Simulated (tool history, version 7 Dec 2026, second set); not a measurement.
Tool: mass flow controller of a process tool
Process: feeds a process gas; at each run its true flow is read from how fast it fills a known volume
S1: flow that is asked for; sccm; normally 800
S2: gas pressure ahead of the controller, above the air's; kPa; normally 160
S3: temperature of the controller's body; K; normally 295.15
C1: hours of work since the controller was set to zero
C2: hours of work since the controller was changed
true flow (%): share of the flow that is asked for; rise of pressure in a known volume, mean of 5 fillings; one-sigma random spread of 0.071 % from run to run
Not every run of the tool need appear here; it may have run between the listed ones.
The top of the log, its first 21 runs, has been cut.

run 22 hour=1539.8 | S1=571 S2=251 S3=295.15 | C1=56 C2=1922 | true_flow_(%)=100.60
run 23 hour=1596.3 | S1=768 S2=160 S3=295.15 | C1=82 C2=1948 | true_flow_(%)=101.06
run 24 hour=1657.9 | S1=768 S2=160 S3=295.15 | C1=111 C2=1977 | true_flow_(%)=101.11
run 25 hour=1766.5 | S1=768 S2=160 S3=295.15 | C1=161 C2=2027 | true_flow_(%)=101.10
run 26 hour=1822.1 | S1=768 S2=160 S3=295.15 | C1=187 C2=2053 | true_flow_(%)=101.16
-- hour=1868.8 controller's zero set anew, once more
run 27 hour=1912.0 | S1=768 S2=160 S3=295.15 | C1=20 C2=2095 | true_flow_(%)=101.03
run 28 hour=1978.9 | S1=809 S2=217 S3=311.15 | C1=51 C2=2126 | true_flow_(%)=101.67
run 29 hour=2049.1 | S1=169 S2=242 S3=307.15 | C1=84 C2=2158 | true_flow_(%)=100.68
run 30 hour=2105.3 | S1=800 S2=204 S3=298.15 | C1=110 C2=2184 | true_flow_(%)=100.94
run 31 hour=2186.0 | S1=800 S2=204 S3=298.15 | C1=147 C2=2222 | true_flow_(%)=101.16

Run 32 comes next. What will it give?
run 32 hour=2268.9 | S1=800 S2=227 S3=301.15 | C1=186 C2=2260 | true_flow_(%)=?

Run 32 produced true flow (%) 101.34.
The same run, on a tool lacking any hidden state, would have yielded true flow (%) 100.01.
